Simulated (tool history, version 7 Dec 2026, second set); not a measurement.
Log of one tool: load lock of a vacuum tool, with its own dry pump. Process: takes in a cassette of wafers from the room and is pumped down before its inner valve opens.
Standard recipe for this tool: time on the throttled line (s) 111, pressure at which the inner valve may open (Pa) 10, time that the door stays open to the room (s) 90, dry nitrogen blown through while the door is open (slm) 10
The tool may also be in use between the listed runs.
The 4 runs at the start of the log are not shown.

run,hour,time on the throttled line (s),pressure at which the inner valve may open (Pa),time that the door stays open to the room (s),dry nitrogen blown through while the door is open (slm),hours that the pump has run since its overhaul,times that the door has closed on its seal,"incoming humidity of the room's air, %",time from the closed door until the inner valve may open (s),rise of the pressure with all valves shut (Pa/min)
5,239.5,111,10,95,10,9033,6890,43.3,198.8,0.088
6,294.4,111,10,95,10,9088,7069,40.8,201,0.086
7,379.1,111,10,90,6,9172,7345,42.2,197,0.104
8,461.4,111,10,90,6,9255,7613,42.7,199.8,0.1
9,520.3,111,10,90,10,9314,7805,46.8,198.2,0.102
10,595.8,111,10,90,10,9389,8051,43.9,199.4,0.1
11,668,111,10,90,10,9461,8286,42.2,200.6,0.093
12,715.3,111,10,90,10,9509,8440,41.7,200.7,0.099
13,754,111,10,90,10,9547,8566,42.4,200.3,0.096
14,813.1,111,10,90,10,9607,8759,43.1,201,0.097
15,871.8,111,10,90,10,9665,8950,45.9,202,0.104
16,960.1,111,10,90,35,9753,9238,46.3,200.1,0.078
17,1024.2,203,16,90,10,9818,9447,46.6,267.9,0.11
18,1101.3,79,13,199,45,9895,9698,49.4,170.3,0.114
19,1169.4,111,16,53,10,9963,9919,45.9,194.8,0.083
20,1211.3,111,16,53,10,10005,10056,46.6,194.5,0.085
21,1259.2,73,12,28,10,10053,10212,47.8,165.2,0.068
22,1341.6,73,12,28,27,10135,10480,47.9,166.2,0.065
23,1421.3,220,8,32,15,10215,10740,44.5,293.5,0.069
24,1512,220,8,32,15,10305,11036,43.7,292.6,0.073
25,1580.5,220,8,32,15,10374,11259,41.6,294.6,0.074

Run 26 has not been measured yet. What should we expect?
26,1635,121,11,79,5,10428,11436,43.8,?,?

{"run 26": {"time from the closed door until the inner valve may open (s)": 205.6, "rise of the pressure with all valves shut (Pa/min)": 0.115}}
Had the tool carried no hidden state, the very same run would have given time from the closed door until the inner valve may open (s) 197.7, rise of the pressure with all valves shut (Pa/min) 0.068.

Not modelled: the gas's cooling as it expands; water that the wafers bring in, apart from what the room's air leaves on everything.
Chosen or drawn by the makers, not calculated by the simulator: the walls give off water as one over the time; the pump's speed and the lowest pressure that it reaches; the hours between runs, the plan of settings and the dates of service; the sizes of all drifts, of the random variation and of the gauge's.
